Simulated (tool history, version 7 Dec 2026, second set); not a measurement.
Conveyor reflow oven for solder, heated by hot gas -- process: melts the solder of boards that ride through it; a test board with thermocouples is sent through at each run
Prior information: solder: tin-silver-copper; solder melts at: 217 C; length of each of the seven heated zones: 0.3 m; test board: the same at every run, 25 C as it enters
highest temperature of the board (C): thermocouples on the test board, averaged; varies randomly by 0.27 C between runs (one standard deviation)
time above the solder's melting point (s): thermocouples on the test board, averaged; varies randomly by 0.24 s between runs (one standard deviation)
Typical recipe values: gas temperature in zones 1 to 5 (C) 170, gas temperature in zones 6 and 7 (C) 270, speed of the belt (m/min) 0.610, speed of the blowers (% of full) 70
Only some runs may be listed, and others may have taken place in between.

| run | hour | gas temperature in zones 1 to 5 (C) | gas temperature in zones 6 and 7 (C) | speed of the belt (m/min) | speed of the blowers (% of full) | highest temperature of the board (C) | time above the solder's melting point (s) |
|---|---|---|---|---|---|---|---|
| 1 | 0.0 | 170 | 270 | 0.610 | 70 | 248.4 | 40.0 |
| 2 | 18.7 | 170 | 270 | 0.610 | 70 | 248.2 | 39.3 |
| 3 | 29.8 | 170 | 270 | 0.610 | 70 | 248.0 | 39.8 |
| 4 | 49.1 | 170 | 270 | 0.610 | 70 | 247.9 | 39.5 |
| 5 | 65.3 | 170 | 270 | 0.610 | 70 | 247.9 | 39.5 |
| 6 | 82.4 | 170 | 260 | 0.610 | 70 | 239.5 | 33.6 |
| 7 | 101.3 | 170 | 260 | 0.610 | 70 | 239.6 | 33.9 |
| 8 | 120.7 | 170 | 260 | 0.610 | 61 | 235.9 | 29.2 |
| 9 | 133.1 | 170 | 260 | 0.610 | 61 | 235.9 | 29.0 |
| 10 | 147.4 | 170 | 260 | 0.610 | 61 | 235.5 | 29.1 |
| 11 | 166.7 | 170 | 260 | 0.610 | 61 | 235.6 | 29.1 |
| 12 | 176.8 | 170 | 270 | 0.610 | 70 | 247.1 | 39.5 |
| 13 | 186.5 | 170 | 270 | 0.610 | 70 | 247.2 | 39.2 |
| 14 | 201.8 | 170 | 270 | 0.610 | 70 | 247.0 | 39.8 |
| 15 | 217.9 | 170 | 270 | 0.610 | 70 | 246.8 | 39.4 |
| 16 | 228.9 | 170 | 272 | 0.502 | 53 | 249.5 | 49.8 |
|  | 236.8 | flux residue cleaned out of gas plates and filters |
| 17 | 245.3 | 170 | 277 | 0.548 | 53 | 251.3 | 46.5 |
| 18 | 254.4 | 170 | 262 | 0.610 | 70 | 242.6 | 36.1 |
| 19 | 266.2 | 165 | 270 | 0.663 | 63 | 241.0 | 29.6 |
| 20 | 276.6 | 170 | 270 | 0.674 | 84 | 249.9 | 38.0 |
| 21 | 289.8 | 178 | 272 | 0.610 | 70 | 252.6 | 44.8 |
| 22 | 309.5 | 159 | 280 | 0.550 | 60 | 255.0 | 45.3 |
| 23 | 329.8 | 170 | 271 | 0.674 | 82 | 250.1 | 37.8 |
| 24 | 345.9 | 170 | 270 | 0.503 | 70 | 255.8 | 56.0 |
| 25 | 363.1 | 170 | 261 | 0.532 | 53 | 239.5 | 38.3 |
| 26 | 383.2 | 174 | 270 | 0.610 | 70 | 249.3 | 42.0 |
| 27 | 392.1 | 171 | 270 | 0.629 | 70 | 247.7 | 38.7 |
| 28 | 403.1 | 169 | 284 | 0.610 | 71 | 260.3 | 46.8 |
| 29 | 418.4 | 161 | 270 | 0.508 | 70 | 253.6 | 50.6 |
| 30 | 428.7 | 161 | 270 | 0.508 | 70 | 253.1 | 51.1 |

Table of differences, measured result less the result of that run with no hidden state. Run-to-run variation is the same in both. Gauge scatter possibly is not:
Unlogged tool condition in this case: heat that the gas passes to the board, % of a clean oven's; belt's true speed, % of the reading; true gas temperature in zones 6 and 7 over the reading, C; drift of the gauge itself on peak_c, C; drift of the gauge itself on liquid_s, %.
| run | highest temperature of the board (C) | time above the solder's melting point (s) |
|---|---|---|
| 1 | -0.1 | +0.4 |
| 2 | -0.1 | +0.4 |
| 3 | -0.2 | +0.4 |
| 4 | -0.2 | +0.4 |
| 5 | -0.3 | +0.2 |
| 6 | -0.3 | +0.1 |
| 7 | -0.3 | +0.0 |
| 8 | -0.3 | +0.0 |
| 9 | -0.3 | -0.1 |
| 10 | -0.4 | -0.1 |
| 11 | -0.4 | -0.2 |
| 12 | -0.7 | -0.1 |
| 13 | -0.7 | +0.0 |
| 14 | -0.8 | -0.1 |
| 15 | -0.9 | -0.1 |
| 16 | -0.2 | +0.6 |
| 17 | +1.2 | +1.8 |
| 18 | +1.0 | +1.4 |
| 19 | +1.0 | +1.4 |
| 20 | +0.7 | +1.1 |
| 21 | +0.9 | +1.3 |
| 22 | +0.9 | +1.5 |
| 23 | +0.6 | +1.0 |
| 24 | +0.8 | +1.6 |
| 25 | +0.8 | +1.7 |
| 26 | +0.5 | +1.1 |
| 27 | +0.5 | +1.0 |
| 28 | +0.4 | +1.1 |
| 29 | +0.6 | +1.4 |
| 30 | +0.5 | +1.3 |

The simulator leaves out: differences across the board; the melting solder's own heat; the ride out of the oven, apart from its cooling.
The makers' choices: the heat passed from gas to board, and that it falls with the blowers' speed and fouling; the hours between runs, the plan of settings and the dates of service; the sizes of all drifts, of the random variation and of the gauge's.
